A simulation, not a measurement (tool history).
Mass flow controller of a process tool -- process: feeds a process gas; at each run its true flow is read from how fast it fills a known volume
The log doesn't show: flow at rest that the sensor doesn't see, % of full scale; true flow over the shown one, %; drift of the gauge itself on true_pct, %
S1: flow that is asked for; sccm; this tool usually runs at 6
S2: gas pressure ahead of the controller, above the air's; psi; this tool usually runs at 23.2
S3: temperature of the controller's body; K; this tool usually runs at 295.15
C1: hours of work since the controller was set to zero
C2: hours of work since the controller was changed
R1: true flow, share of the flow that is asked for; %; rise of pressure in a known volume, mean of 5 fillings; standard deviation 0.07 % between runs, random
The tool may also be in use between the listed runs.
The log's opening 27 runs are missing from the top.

run     hour  S1    S2      S3    C1    C2     R1
 28   7523.8   9  25.4  295.15  3969  3969  97.38
 29   7887.3   5  28.9  302.15  4256  4256  97.82
 30   8099.4   3    35  293.15  4423  4423  99.78
 31   8422.2   3  39.3  303.15  4679  4679   99.5
 32   8714.5   4  33.6  295.15  4910  4910  98.79
 33   9028.6   6  26.3  301.15  5158  5158  97.69
 34   9396.6   8  21.6  295.15  5449  5449   97.4
 35   9643.4   4  24.8  297.15  5644  5644   98.6
 36   9921.8   4  24.8  297.15  5864  5864  98.74
 37  10242.7  12  27.3  299.15  6117  6117  97.36
 38  10635.9   9  28.3  299.15  6428  6428  97.22
 39  11045.8   9  28.3  299.15  6752  6752  97.28
 40  11347.1  15  34.8  307.15  6990  6990  97.36
 41  11692.2   9  23.2  301.15  7263  7263  96.97
 42  11875.5  15  23.2  296.15  7408  7408  97.16
 43  12175.6  15  23.2  296.15  7645  7645  97.05
 44  12509.6  15  23.2  296.15  7909  7909  97.26
 45  12702.8   7  20.9  294.15  8062  8062   97.3
 46  13068.7   7  20.9  294.15  8351  8351   97.4
 47  13438.1   6  23.2  293.15  8643  8643  97.92
     13615.6  -- controller's zero set anew
 48  13764.2  12  23.2  295.15   117  8900   94.8

Each row is a separate what-if for the run after 48, all from the same tool condition, not one after another. Results?
  A  14019.8  12  23.2  303.15  319  9102   ?
  B  14019.8   6  27.6  295.15  319  9102   ?
  C  14019.8   3  23.2  295.15  319  9102   ?

run     R1
  A  94.64
  B  94.07
  C  93.41
The same runs, with their run-to-run variation unchanged, on a tool lacking any hidden condition would have given:
run     R1
  A  98.33
  B  97.66
  C  96.78
